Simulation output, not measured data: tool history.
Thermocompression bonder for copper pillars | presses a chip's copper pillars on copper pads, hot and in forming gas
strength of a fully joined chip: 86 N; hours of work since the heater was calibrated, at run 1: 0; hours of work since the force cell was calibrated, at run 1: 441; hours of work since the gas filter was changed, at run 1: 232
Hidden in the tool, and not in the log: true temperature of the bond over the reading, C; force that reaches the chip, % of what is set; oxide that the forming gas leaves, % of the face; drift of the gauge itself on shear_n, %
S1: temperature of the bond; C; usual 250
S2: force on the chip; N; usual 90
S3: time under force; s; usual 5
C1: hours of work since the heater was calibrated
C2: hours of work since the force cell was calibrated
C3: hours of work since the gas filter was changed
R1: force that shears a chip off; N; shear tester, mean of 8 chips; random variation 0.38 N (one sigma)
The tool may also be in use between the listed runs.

| run | day | S1 | S2 | S3 | C1 | C2 | C3 | R1 |
|---|---|---|---|---|---|---|---|---|
| 1 | 0 | 250 | 90 | 5 | 0 | 441 | 232 | 37.1 |
| 2 | 1.062 | 250 | 90 | 5 | 13 | 455 | 246 | 36.1 |
| 3 | 1.917 | 250 | 90 | 5 | 24 | 465 | 256 | 36.3 |
| 4 | 2.917 | 250 | 90 | 5 | 36 | 477 | 268 | 35.8 |
| 5 | 4.175 | 250 | 90 | 5 | 51 | 493 | 284 | 35.7 |
| 6 | 5.688 | 250 | 90 | 5 | 70 | 511 | 302 | 36 |
| 7 | 6.554 | 250 | 90 | 5 | 80 | 522 | 313 | 35.4 |
| 8 | 7.696 | 250 | 90 | 4 | 95 | 536 | 327 | 32.1 |
| 9 | 9.354 | 247 | 124 | 5 | 115 | 556 | 347 | 42 |
| 10 | 10.342 | 247 | 124 | 5 | 127 | 568 | 359 | 40.7 |
| 11 | 11.9 | 251 | 93 | 5 | 146 | 588 | 379 | 35.6 |
| 12 | 13.842 | 271 | 85 | 4 | 170 | 611 | 402 | 40 |

The next listed run, before its measurement:
| 13 | 15.154 | 250 | 133 | 8 | 186 | 628 | 419 | ? |

R1: 50 N
Without the tool's hidden state the same run would have given R1 56.1 N.
